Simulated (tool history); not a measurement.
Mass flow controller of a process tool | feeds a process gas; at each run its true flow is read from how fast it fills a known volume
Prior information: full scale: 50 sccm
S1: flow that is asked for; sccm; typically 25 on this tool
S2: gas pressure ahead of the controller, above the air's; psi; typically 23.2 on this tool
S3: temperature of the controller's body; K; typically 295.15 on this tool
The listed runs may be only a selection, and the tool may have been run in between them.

Run 1, hour 0: usual settings. Result: true flow (%) 99.18.
Run 2, hour 42.9: usual settings but S1 8 sccm. Result: true flow (%) 97.95.
Run 3, hour 129.3: usual settings but S1 8 sccm. Result: true flow (%) 97.93.
Run 4, hour 169.9: usual settings but S1 8 sccm, S2 20.5 psi. Result: true flow (%) 97.83.
Run 5, hour 211.2: usual settings but S3 303.15 K. Result: true flow (%) 99.12.
Run 6, hour 287.1: usual settings but S3 303.15 K. Result: true flow (%) 99.03.
Run 7, hour 331.4: usual settings but S3 303.15 K. Result: true flow (%) 99.07.
Run 8, hour 409.8: usual settings. Result: true flow (%) 99.29.
Run 9, hour 463: usual settings but S1 11 sccm. Result: true flow (%) 98.26.
Run 10, hour 530.9: usual settings but S1 11 sccm. Result: true flow (%) 98.16.
Run 11, hour 600.4: usual settings but S1 11 sccm. Result: true flow (%) 98.32.
Run 12, hour 680.8: usual settings but S1 11 sccm. Result: true flow (%) 98.32.
Run 13, hour 759.4: usual settings but S1 11 sccm. Result: true flow (%) 98.33.
Run 14, hour 801.2: usual settings but S2 25.8 psi. Result: true flow (%) 99.44.
Run 15, hour 854.8: usual settings but S3 303.15 K. Result: true flow (%) 98.93.
Run 16, hour 894.6: usual settings. Result: true flow (%) 99.34.
Run 17, hour 960.2: usual settings but S1 36 sccm, S2 23.4 psi, S3 300.15 K. Result: true flow (%) 99.56.
Run 18, hour 1037.4: usual settings but S1 36 sccm, S2 23.4 psi, S3 300.15 K. Result: true flow (%) 99.61.
At hour 1044.2: controller's zero set anew.
Run 19, hour 1093.8: usual settings but S1 36 sccm, S2 23.4 psi, S3 300.15 K. Result: true flow (%) 99.61.
Run 20, hour 1140.3: usual settings but S1 43 sccm, S2 23.4 psi, S3 294.15 K. Result: true flow (%) 99.89.
Run 21, hour 1192.2: usual settings but S2 31.5 psi. Result: true flow (%) 99.56.
Run 22, hour 1259.5: usual settings but S2 25.1 psi, S3 304.15 K. Result: true flow (%) 99.
Run 23, hour 1350.2: usual settings but S1 33 sccm, S2 25.1 psi, S3 311.15 K. Result: true flow (%) 99.1.
Run 24, hour 1427: usual settings but S1 33 sccm, S2 25.1 psi, S3 311.15 K. Result: true flow (%) 99.24.
Run 25, hour 1489.6: usual settings but S1 33 sccm, S2 20.9 psi, S3 311.15 K. Result: true flow (%) 99.
Run 26, hour 1544.9: usual settings but S1 26 sccm, S2 30.6 psi, S3 304.15 K. Result: true flow (%) 99.32.
At hour 1553.8: controller's zero set anew, once more.
Run 27, hour 1601.2: usual settings but S2 36.5 psi, S3 301.15 K. Result: true flow (%) 100.26.
Run 28, hour 1638: usual settings but S2 36.5 psi, S3 301.15 K. Result: true flow (%) 100.25.
Run 29, hour 1715.9: usual settings but S2 36.5 psi, S3 301.15 K. Result: true flow (%) 100.24.
Run 30, hour 1769.7: usual settings but S2 36.5 psi, S3 297.15 K. Result: true flow (%) 100.45.
Run 31, hour 1808: usual settings but S1 28 sccm, S2 36.5 psi, S3 294.15 K. Result: true flow (%) 100.54.

4 ways to go on from here, each from the tool as it stands after run 31. What would each give?
Run A, hour 1889.2: usual settings but S1 29 sccm, S2 24.2 psi, S3 302.15 K. Result: true flow (%) ?.
Run B, hour 1889.2: usual settings but S3 305.15 K. Result: true flow (%) ?.
Run C, hour 1889.2: usual settings but S2 23.4 psi. Result: true flow (%) ?.
Run D, hour 1889.2: usual settings but S2 29.3 psi. Result: true flow (%) ?.

run  true flow (%)
  A          99.76
  B          99.58
  C          99.92
  D            100
What these runs would have given with no unlogged condition in the tool:
run  true flow (%)
  A          99.31
  B          99.14
  C          99.48
  D          99.57
